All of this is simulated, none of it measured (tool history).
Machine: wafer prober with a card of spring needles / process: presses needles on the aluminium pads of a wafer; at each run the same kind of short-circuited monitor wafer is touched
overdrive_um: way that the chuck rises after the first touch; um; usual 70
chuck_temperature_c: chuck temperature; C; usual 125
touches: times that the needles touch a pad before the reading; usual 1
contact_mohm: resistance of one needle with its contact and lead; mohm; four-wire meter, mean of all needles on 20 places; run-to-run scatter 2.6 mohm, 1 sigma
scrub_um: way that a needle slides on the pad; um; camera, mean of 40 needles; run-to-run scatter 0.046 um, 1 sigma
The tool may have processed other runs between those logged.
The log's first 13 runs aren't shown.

run,hour,overdrive_um,chuck_temperature_c,touches,touches since the tips were cleaned,cleanings since the card got new needles,touches since the first contact's height was set,contact_mohm,scrub_um
# hour 188.5: tips cleaned on abrasive film
14,196.0,70,125,1,2609,35,117551,533,13.22
# hour 208.1: tips cleaned on abrasive film
15,209.2,70,125,1,362,36,122071,367,13.22
16,217.4,70,125,1,3203,36,124912,566,13.26
# hour 227.9: tips cleaned on abrasive film
17,235.5,70,125,1,2616,37,131121,559,13.13
# hour 247.5: tips cleaned on abrasive film
# hour 251.0: height of the first contact set anew
18,251.3,61,92,1,1198,38,119,480,11.69
# hour 267.2: tips cleaned on abrasive film
19,267.2,60,92,1,0,39,5595,316,11.56
20,283.0,60,92,2,5444,39,11039,558,11.54
# hour 286.5: tips cleaned on abrasive film
21,293.9,53,125,1,2544,40,14769,699,10.19
# hour 306.4: tips cleaned on abrasive film
22,310.4,70,39,3,1384,41,20441,331,13.46
23,322.7,70,39,3,5632,41,24689,410,13.42
# hour 326.7: tips cleaned on abrasive film
24,333.3,70,39,3,2282,42,28337,374,13.40
# hour 346.6: tips cleaned on abrasive film
25,353.1,64,66,1,2278,43,35147,573,12.25
26,361.3,64,66,1,5108,43,37977,696,12.23
# hour 367.1: tips cleaned on abrasive film
27,371.2,64,66,1,1403,44,41353,525,12.30
28,384.0,64,66,1,5821,44,45771,724,12.19
# hour 387.5: tips cleaned on abrasive film
29,392.3,53,66,2,1654,45,48611,487,10.11
# hour 407.1: tips cleaned on abrasive film
30,411.6,53,66,2,1539,46,55240,479,10.10
31,420.0,70,112,1,4460,46,58161,609,13.41
# hour 426.3: tips cleaned on abrasive film
32,432.1,86,112,2,2005,47,62314,374,16.49
# hour 447.1: tips cleaned on abrasive film
33,449.7,84,112,2,914,48,68346,360,16.04

Forecast each of these 3 alternatives for the next run:
A,464.8,61,70,1,6135,48,73567,?,?
B,464.8,76,112,2,6135,48,73567,?,?
C,464.8,74,125,2,6135,48,73567,?,?

run,contact_mohm,scrub_um
A,783,11.70
B,491,14.51
C,484,14.14
With the hidden condition removed and each run's random variation left untouched, the same runs would have given:
run,contact_mohm,scrub_um
A,285,11.84
B,302,14.64
C,295,14.28
